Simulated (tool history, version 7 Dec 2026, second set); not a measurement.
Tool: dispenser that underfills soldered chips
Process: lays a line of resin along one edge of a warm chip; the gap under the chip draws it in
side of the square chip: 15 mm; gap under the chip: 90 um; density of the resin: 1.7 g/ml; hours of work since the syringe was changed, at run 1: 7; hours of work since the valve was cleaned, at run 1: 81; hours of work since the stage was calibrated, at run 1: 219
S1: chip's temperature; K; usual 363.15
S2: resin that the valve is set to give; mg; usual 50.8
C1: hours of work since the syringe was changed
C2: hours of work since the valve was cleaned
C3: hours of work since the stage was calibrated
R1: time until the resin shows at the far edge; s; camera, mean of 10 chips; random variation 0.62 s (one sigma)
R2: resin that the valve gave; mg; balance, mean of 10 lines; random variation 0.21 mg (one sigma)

| run | hour | S1 | S2 | C1 | C2 | C3 | R1 | R2 |
|---|---|---|---|---|---|---|---|---|
| 1 | 0 | 363.15 | 50.8 | 7 | 81 | 219 | 83.7 | 47.33 |
|  | 3.3 | new syringe of resin |
| 2 | 11.4 | 363.15 | 50.8 | 6 | 89 | 227 | 77.9 | 47.69 |
|  | 16.2 | new syringe of resin |
| 3 | 23.3 | 363.15 | 53.7 | 5 | 97 | 235 | 74.7 | 50.03 |
|  | 28.1 | dispensing valve cleaned and set on the balance |
|  | 30.4 | new syringe of resin |
| 4 | 31.4 | 363.15 | 47 | 1 | 2 | 240 | 61.3 | 47.22 |
| 5 | 38.1 | 363.15 | 47 | 5 | 7 | 244 | 78.2 | 46.81 |
|  | 43.6 | new syringe of resin |
| 6 | 46 | 363.15 | 47 | 2 | 12 | 249 | 65.4 | 46.76 |
|  | 56.6 | new syringe of resin |
| 7 | 60.4 | 363.15 | 47 | 3 | 21 | 259 | 67.3 | 47.1 |
|  | 69.3 | new syringe of resin |
| 8 | 72.6 | 363.15 | 47.3 | 2 | 30 | 267 | 65.9 | 46.14 |
| 9 | 80 | 363.15 | 50.8 | 7 | 35 | 272 | 84.2 | 49.66 |
|  | 82.1 | new syringe of resin |
|  | 95 | new syringe of resin |
| 10 | 95 | 366.15 | 59.7 | 0 | 45 | 282 | 49.9 | 57.85 |
| 11 | 101.5 | 357.15 | 47.5 | 5 | 49 | 287 | 99.1 | 45.7 |
|  | 108.5 | new syringe of resin |
| 12 | 115.7 | 358.15 | 48.3 | 5 | 59 | 296 | 97.5 | 46.35 |
|  | 121.5 | new syringe of resin |
| 13 | 122.7 | 351.15 | 53.2 | 1 | 63 | 301 | 108.8 | 50.98 |

Run 14 comes next. What will it give?
|  | 134.4 | new syringe of resin |
| 14 | 134.8 | 366.15 | 53.9 | 0 | 71 | 309 | ? | ? |

{"run 14": {"R1": 53.8, "R2": 51.26}}
Without the tool's hidden state the same run would have given R1 48 s, R2 54.02 mg.

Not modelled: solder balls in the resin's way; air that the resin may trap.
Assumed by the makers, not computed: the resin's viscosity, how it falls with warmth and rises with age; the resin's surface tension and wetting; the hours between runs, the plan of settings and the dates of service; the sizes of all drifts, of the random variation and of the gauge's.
